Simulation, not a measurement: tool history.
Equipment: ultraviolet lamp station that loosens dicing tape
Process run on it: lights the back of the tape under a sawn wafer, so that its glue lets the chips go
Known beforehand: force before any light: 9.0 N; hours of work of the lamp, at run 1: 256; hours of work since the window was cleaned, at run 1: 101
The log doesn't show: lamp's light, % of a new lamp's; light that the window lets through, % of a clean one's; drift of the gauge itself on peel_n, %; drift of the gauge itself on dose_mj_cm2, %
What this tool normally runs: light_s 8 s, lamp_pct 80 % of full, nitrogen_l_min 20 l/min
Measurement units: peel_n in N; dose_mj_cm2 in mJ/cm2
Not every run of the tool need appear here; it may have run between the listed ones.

| run | hour | light_s | lamp_pct | nitrogen_l_min | hours of work of the lamp | hours of work since the window was cleaned | peel_n | dose_mj_cm2 |
|---|---|---|---|---|---|---|---|---|
| 1 | 0.0 | 8 | 80 | 20 | 256 | 101 | 0.742 | 488 |
| 2 | 5.4 | 8 | 80 | 20 | 259 | 105 | 0.788 | 488 |
| 3 | 16.1 | 8 | 80 | 20 | 266 | 112 | 0.755 | 490 |
| 4 | 21.0 | 8 | 80 | 20 | 270 | 115 | 0.766 | 486 |
| 5 | 30.3 | 8 | 80 | 21 | 276 | 122 | 0.757 | 490 |
| 6 | 34.8 | 8 | 80 | 21 | 279 | 125 | 0.730 | 486 |
| 7 | 45.4 | 8 | 80 | 9 | 286 | 132 | 1.215 | 488 |
| 8 | 51.7 | 8 | 80 | 9 | 290 | 136 | 1.215 | 486 |
| 9 | 58.0 | 8 | 85 | 9 | 294 | 140 | 1.103 | 509 |
| 10 | 68.3 | 8 | 85 | 9 | 301 | 147 | 1.121 | 505 |
| 11 | 79.0 | 8 | 85 | 9 | 308 | 154 | 1.104 | 515 |
| 12 | 86.8 | 8 | 80 | 9 | 314 | 159 | 1.251 | 480 |
| 13 | 94.6 | 8 | 80 | 9 | 319 | 165 | 1.288 | 477 |
| 14 | 99.3 | 8 | 80 | 17 | 322 | 168 | 0.911 | 470 |
| 15 | 107.9 | 8 | 80 | 11 | 328 | 174 | 1.097 | 474 |
| 16 | 116.2 | 8 | 80 | 20 | 333 | 179 | 0.807 | 473 |
| 17 | 120.8 | 8 | 80 | 20 | 336 | 182 | 0.788 | 474 |
| 18 | 125.6 | 8 | 80 | 20 | 340 | 185 | 0.814 | 471 |
| 19 | 136.0 | 7 | 80 | 20 | 346 | 192 | 1.041 | 414 |
| 20 | 143.3 | 7 | 80 | 20 | 351 | 197 | 1.060 | 405 |
| 21 | 151.0 | 7 | 80 | 20 | 357 | 202 | 1.074 | 410 |
| 22 | 159.6 | 8 | 80 | 20 | 362 | 208 | 0.838 | 465 |
| 23 | 169.3 | 8 | 80 | 20 | 369 | 215 | 0.821 | 468 |
| 24 | 178.7 | 8 | 65 | 24 | 375 | 221 | 1.139 | 380 |
| 25 | 186.9 | 8 | 80 | 35 | 381 | 226 | 0.633 | 460 |
| 26 | 194.8 | 5 | 88 | 11 | 386 | 232 | 2.185 | 319 |
|  | 196.0 | window cleaned of glue's vapour |
| 27 | 204.3 | 10 | 61 | 23 | 392 | 6 | 0.932 | 427 |
| 28 | 209.6 | 6 | 72 | 9 | 395 | 9 | 2.487 | 302 |
| 29 | 220.3 | 8 | 75 | 12 | 402 | 16 | 1.374 | 425 |
| 30 | 228.9 | 8 | 86 | 7 | 408 | 22 | 1.489 | 481 |
| 31 | 239.7 | 8 | 86 | 7 | 416 | 29 | 1.435 | 475 |
| 32 | 246.4 | 8 | 86 | 7 | 420 | 34 | 1.470 | 477 |
| 33 | 251.9 | 9 | 72 | 7 | 424 | 37 | 1.595 | 445 |
|  | 254.5 | window cleaned of glue's vapour, once more |
| 34 | 258.3 | 16 | 88 | 7 | 428 | 3 | 0.266 | 1066 |
| 35 | 268.6 | 16 | 88 | 7 | 434 | 9 | 0.254 | 1067 |
| 36 | 277.7 | 16 | 88 | 7 | 441 | 16 | 0.264 | 1062 |
| 37 | 285.0 | 16 | 88 | 7 | 445 | 20 | 0.256 | 1054 |
| 38 | 291.4 | 5 | 75 | 20 | 450 | 25 | 2.087 | 281 |
| 39 | 301.6 | 8 | 88 | 13 | 457 | 31 | 0.833 | 528 |
| 40 | 311.0 | 12 | 64 | 31 | 463 | 38 | 0.418 | 572 |
| 41 | 322.1 | 14 | 61 | 14 | 470 | 45 | 0.521 | 630 |
| 42 | 329.3 | 9 | 85 | 36 | 475 | 50 | 0.401 | 569 |
| 43 | 339.4 | 13 | 95 | 9 | 482 | 57 | 0.292 | 908 |

Consider 4 possible next runs. They are alternatives, not a sequence: every one starts from the tool as it was left by run 43. What does each give?
| A | 346.1 | 4 | 64 | 9 | 486 | 61 | ? | ? |
| B | 346.1 | 5 | 85 | 37 | 486 | 61 | ? | ? |
| C | 346.1 | 8 | 80 | 20 | 486 | 61 | ? | ? |
| D | 346.1 | 8 | 75 | 10 | 486 | 61 | ? | ? |

| run | peel_n | dose_mj_cm2 |
|---|---|---|
| A | 3.981 | 186 |
| B | 1.363 | 315 |
| C | 0.822 | 474 |
| D | 1.363 | 438 |
Without the tool's hidden state the same runs would have given:
| run | peel_n | dose_mj_cm2 |
|---|---|---|
| A | 3.559 | 212 |
| B | 1.063 | 359 |
| C | 0.613 | 541 |
| D | 1.063 | 500 |

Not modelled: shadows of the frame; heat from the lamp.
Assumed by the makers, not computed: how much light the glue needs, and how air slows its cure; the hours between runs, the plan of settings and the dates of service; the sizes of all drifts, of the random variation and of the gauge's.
